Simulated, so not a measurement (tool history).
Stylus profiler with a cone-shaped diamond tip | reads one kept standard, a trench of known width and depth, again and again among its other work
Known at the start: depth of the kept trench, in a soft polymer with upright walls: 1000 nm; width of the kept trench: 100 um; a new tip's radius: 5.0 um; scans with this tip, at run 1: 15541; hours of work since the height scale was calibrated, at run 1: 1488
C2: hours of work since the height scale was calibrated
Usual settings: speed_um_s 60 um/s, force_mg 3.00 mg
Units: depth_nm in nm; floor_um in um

{"run": 1, "day": 0.0, "speed_um_s": 60, "force_mg": 3.0, "scans with this tip": 15541, "C2": 1488, "depth_nm": 1021.09, "floor_um": 91.59}
{"run": 2, "day": 4.392, "speed_um_s": 60, "force_mg": 3.0, "scans with this tip": 16041, "C2": 1536, "depth_nm": 1020.81, "floor_um": 91.59}
{"run": 3, "day": 10.179, "speed_um_s": 21, "force_mg": 3.0, "scans with this tip": 16700, "C2": 1599, "depth_nm": 1021.83, "floor_um": 91.56}
{"run": 4, "day": 15.758, "speed_um_s": 21, "force_mg": 3.0, "scans with this tip": 17335, "C2": 1660, "depth_nm": 1022.64, "floor_um": 91.46}
{"run": 5, "day": 18.633, "speed_um_s": 21, "force_mg": 3.0, "scans with this tip": 17662, "C2": 1692, "depth_nm": 1022.17, "floor_um": 91.5}
{"run": 6, "day": 23.383, "speed_um_s": 21, "force_mg": 3.0, "scans with this tip": 18203, "C2": 1743, "depth_nm": 1022.76, "floor_um": 91.39}
{"run": 7, "day": 25.946, "speed_um_s": 21, "force_mg": 3.0, "scans with this tip": 18495, "C2": 1771, "depth_nm": 1022.64, "floor_um": 91.33}
{"run": 8, "day": 28.275, "speed_um_s": 21, "force_mg": 3.0, "scans with this tip": 18760, "C2": 1797, "depth_nm": 1022.26, "floor_um": 91.36}
{"run": 9, "day": 32.85, "speed_um_s": 126, "force_mg": 3.0, "scans with this tip": 19281, "C2": 1847, "depth_nm": 1022.98, "floor_um": 91.03}
{"run": 10, "day": 36.588, "speed_um_s": 61, "force_mg": 3.0, "scans with this tip": 19706, "C2": 1887, "depth_nm": 1023.13, "floor_um": 91.1}
{"day": 37.412, "done": "height scale calibrated on a step standard"}
{"run": 11, "day": 40.75, "speed_um_s": 60, "force_mg": 3.0, "scans with this tip": 20177, "C2": 36, "depth_nm": 1014.93, "floor_um": 91.02}
{"run": 12, "day": 44.904, "speed_um_s": 60, "force_mg": 3.0, "scans with this tip": 20650, "C2": 82, "depth_nm": 1015.46, "floor_um": 91.06}
{"run": 13, "day": 48.05, "speed_um_s": 60, "force_mg": 3.0, "scans with this tip": 21008, "C2": 116, "depth_nm": 1015.88, "floor_um": 90.99}
{"run": 14, "day": 52.592, "speed_um_s": 60, "force_mg": 3.0, "scans with this tip": 21525, "C2": 166, "depth_nm": 1015.26, "floor_um": 90.81}
{"run": 15, "day": 55.962, "speed_um_s": 60, "force_mg": 3.0, "scans with this tip": 21909, "C2": 202, "depth_nm": 1016.0, "floor_um": 90.83}
{"run": 16, "day": 61.562, "speed_um_s": 60, "force_mg": 3.0, "scans with this tip": 22547, "C2": 263, "depth_nm": 1016.39, "floor_um": 90.79}
{"run": 17, "day": 66.317, "speed_um_s": 64, "force_mg": 3.0, "scans with this tip": 23088, "C2": 315, "depth_nm": 1016.21, "floor_um": 90.67}
{"day": 69.879, "done": "new tip fitted, height scale calibrated"}
{"run": 18, "day": 70.008, "speed_um_s": 60, "force_mg": 3.0, "scans with this tip": 14, "C2": 1, "depth_nm": 1013.55, "floor_um": 93.96}
{"run": 19, "day": 72.488, "speed_um_s": 33, "force_mg": 6.06, "scans with this tip": 296, "C2": 28, "depth_nm": 1022.33, "floor_um": 94.04}
{"run": 20, "day": 75.267, "speed_um_s": 131, "force_mg": 1.12, "scans with this tip": 613, "C2": 59, "depth_nm": 1007.03, "floor_um": 93.54}
{"run": 21, "day": 80.433, "speed_um_s": 72, "force_mg": 1.08, "scans with this tip": 1201, "C2": 115, "depth_nm": 1007.16, "floor_um": 93.61}
{"run": 22, "day": 82.846, "speed_um_s": 72, "force_mg": 1.28, "scans with this tip": 1476, "C2": 141, "depth_nm": 1008.35, "floor_um": 93.66}
{"run": 23, "day": 87.192, "speed_um_s": 76, "force_mg": 1.26, "scans with this tip": 1971, "C2": 189, "depth_nm": 1008.28, "floor_um": 93.47}
{"run": 24, "day": 92.571, "speed_um_s": 17, "force_mg": 1.53, "scans with this tip": 2583, "C2": 247, "depth_nm": 1009.8, "floor_um": 93.56}
{"run": 25, "day": 97.542, "speed_um_s": 17, "force_mg": 1.53, "scans with this tip": 3149, "C2": 302, "depth_nm": 1010.1, "floor_um": 93.5}
{"run": 26, "day": 103.071, "speed_um_s": 25, "force_mg": 7.14, "scans with this tip": 3778, "C2": 362, "depth_nm": 1026.01, "floor_um": 93.38}
{"run": 27, "day": 106.95, "speed_um_s": 25, "force_mg": 7.14, "scans with this tip": 4220, "C2": 404, "depth_nm": 1026.78, "floor_um": 93.34}
{"run": 28, "day": 110.525, "speed_um_s": 68, "force_mg": 2.71, "scans with this tip": 4627, "C2": 443, "depth_nm": 1014.55, "floor_um": 93.13}
{"run": 29, "day": 116.158, "speed_um_s": 68, "force_mg": 2.71, "scans with this tip": 5268, "C2": 505, "depth_nm": 1015.06, "floor_um": 93.1}
{"run": 30, "day": 118.904, "speed_um_s": 26, "force_mg": 4.9, "scans with this tip": 5580, "C2": 534, "depth_nm": 1021.4, "floor_um": 93.15}
{"run": 31, "day": 124.267, "speed_um_s": 26, "force_mg": 4.9, "scans with this tip": 6191, "C2": 593, "depth_nm": 1022.0, "floor_um": 92.99}
{"run": 32, "day": 130.021, "speed_um_s": 130, "force_mg": 1.94, "scans with this tip": 6846, "C2": 656, "depth_nm": 1013.1, "floor_um": 92.6}
{"run": 33, "day": 134.671, "speed_um_s": 63, "force_mg": 2.61, "scans with this tip": 7375, "C2": 706, "depth_nm": 1015.65, "floor_um": 92.73}
{"run": 34, "day": 137.571, "speed_um_s": 67, "force_mg": 8.13, "scans with this tip": 7705, "C2": 738, "depth_nm": 1030.5, "floor_um": 92.74}
{"run": 35, "day": 142.883, "speed_um_s": 17, "force_mg": 8.56, "scans with this tip": 8310, "C2": 796, "depth_nm": 1032.14, "floor_um": 92.73}
{"run": 36, "day": 147.75, "speed_um_s": 107, "force_mg": 5.8, "scans with this tip": 8864, "C2": 849, "depth_nm": 1025.32, "floor_um": 92.49}

Forecast each of these 5 alternatives for the next run:
{"run": "A", "day": 150.633, "speed_um_s": 219, "force_mg": 1.3, "scans with this tip": 9192, "C2": 880, "depth_nm": "?", "floor_um": "?"}
{"run": "B", "day": 150.633, "speed_um_s": 53, "force_mg": 1.22, "scans with this tip": 9192, "C2": 880, "depth_nm": "?", "floor_um": "?"}
{"run": "C", "day": 150.633, "speed_um_s": 19, "force_mg": 3.57, "scans with this tip": 9192, "C2": 880, "depth_nm": "?", "floor_um": "?"}
{"run": "D", "day": 150.633, "speed_um_s": 54, "force_mg": 4.79, "scans with this tip": 9192, "C2": 880, "depth_nm": "?", "floor_um": "?"}
{"run": "E", "day": 150.633, "speed_um_s": 60, "force_mg": 3.31, "scans with this tip": 9192, "C2": 880, "depth_nm": "?", "floor_um": "?"}

run=A depth_nm=1011.41 floor_um=91.88
run=B depth_nm=1011.51 floor_um=92.43
run=C depth_nm=1019.46 floor_um=92.61
run=D depth_nm=1022.88 floor_um=92.54
run=E depth_nm=1018.22 floor_um=92.48
Without the tool's hidden state the same runs would have given:
run=A depth_nm=1007.89 floor_um=93.26
run=B depth_nm=1007.99 floor_um=93.82
run=C depth_nm=1015.91 floor_um=94.00
run=D depth_nm=1019.32 floor_um=93.93
run=E depth_nm=1014.68 floor_um=93.87
